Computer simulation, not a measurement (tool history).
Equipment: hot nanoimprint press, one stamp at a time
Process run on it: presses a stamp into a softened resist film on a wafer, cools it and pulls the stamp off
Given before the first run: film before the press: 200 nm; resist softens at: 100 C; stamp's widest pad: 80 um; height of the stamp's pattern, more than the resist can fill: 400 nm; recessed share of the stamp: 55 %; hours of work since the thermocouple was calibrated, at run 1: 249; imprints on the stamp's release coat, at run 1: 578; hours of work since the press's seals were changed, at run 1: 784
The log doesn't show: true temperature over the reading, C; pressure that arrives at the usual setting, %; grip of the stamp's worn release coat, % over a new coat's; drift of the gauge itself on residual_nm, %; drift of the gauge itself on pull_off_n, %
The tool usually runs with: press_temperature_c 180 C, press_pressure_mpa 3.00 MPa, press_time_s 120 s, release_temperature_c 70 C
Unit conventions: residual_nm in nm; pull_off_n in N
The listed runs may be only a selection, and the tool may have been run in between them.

run	day	press_temperature_c	press_pressure_mpa	press_time_s	release_temperature_c	hours of work since the thermocouple was calibrated	imprints on the stamp's release coat	hours of work since the press's seals were changed	residual_nm	pull_off_n
1	0.000	180	3.00	120	70	249	578	784	107.5	263
# day 2.758: press's hydraulic seals changed and the load cell set to zero
2	4.292	180	3.00	120	70	320	929	28	106.3	279
3	7.767	180	3.00	120	70	383	1237	90	108.7	318
4	10.221	180	3.00	120	70	427	1454	134	109.3	336
# day 11.638: stamp cleaned and given a new release coat
# day 13.038: plate thermocouple calibrated
5	14.579	180	3.00	120	70	28	250	206	102.9	241
6	17.433	180	3.00	120	70	79	503	257	104.4	250
7	19.550	180	1.91	120	70	117	690	295	121.7	277
8	23.017	180	1.91	120	70	180	997	358	124.0	296
9	27.308	180	3.00	120	70	257	1377	435	106.2	330
# day 29.642: stamp cleaned and given a new release coat
10	29.642	180	3.00	120	70	294	0	473	107.8	227
11	32.383	180	3.00	120	68	344	243	522	109.8	255
12	35.942	180	3.00	120	70	408	558	586	110.7	263
13	38.838	184	3.00	120	70	460	814	638	94.1	290
# day 39.629: plate thermocouple calibrated
14	41.642	184	3.00	120	70	36	1052	686	90.3	296
15	44.792	184	3.00	120	70	93	1331	743	90.3	317
16	46.996	173	4.65	120	75	133	1526	783	118.3	293
# day 47.471: stamp cleaned and given a new release coat
17	49.500	188	4.65	161	73	173	180	823	57.6	217
# day 50.117: press's hydraulic seals changed and the load cell set to zero
18	51.642	188	4.65	161	73	206	340	27	56.6	234
19	53.604	176	3.88	120	70	241	514	63	109.9	259
20	55.650	179	3.00	225	70	278	695	100	87.7	278
21	59.600	180	2.24	120	76	349	1045	171	118.3	250
22	63.108	180	2.24	120	76	412	1355	234	121.4	282
# day 65.529: stamp cleaned and given a new release coat
# day 66.638: plate thermocouple calibrated
23	66.771	180	1.92	177	70	2	99	293	105.9	223
24	69.221	180	1.92	161	72	46	316	337	112.3	221
25	72.783	180	1.92	161	72	111	631	401	111.5	249
26	75.583	180	4.13	74	68	161	880	452	112.5	312
27	79.850	180	4.13	74	68	238	1257	528	115.1	325
# day 83.412: stamp cleaned and given a new release coat
28	83.962	171	3.00	87	72	307	48	598	156.3	216
29	87.754	171	3.00	87	72	375	384	666	157.8	242

Each row is a separate what-if for the run after 29, all from the same tool condition, not one after another. Results?
A	90.362	180	2.17	79	70	422	615	713	?	?
B	90.362	180	3.00	151	70	422	615	713	?	?
C	90.362	180	3.12	81	65	422	615	713	?	?
D	90.362	180	2.85	96	74	422	615	713	?	?

run	residual_nm	pull_off_n
A	140.8	274
B	103.0	264
C	125.7	295
D	120.7	249
The same runs, with their run-to-run variation unchanged, on a tool lacking any hidden condition would have given:
run	residual_nm	pull_off_n
A	131.8	219
B	93.4	212
C	115.7	237
D	110.9	198
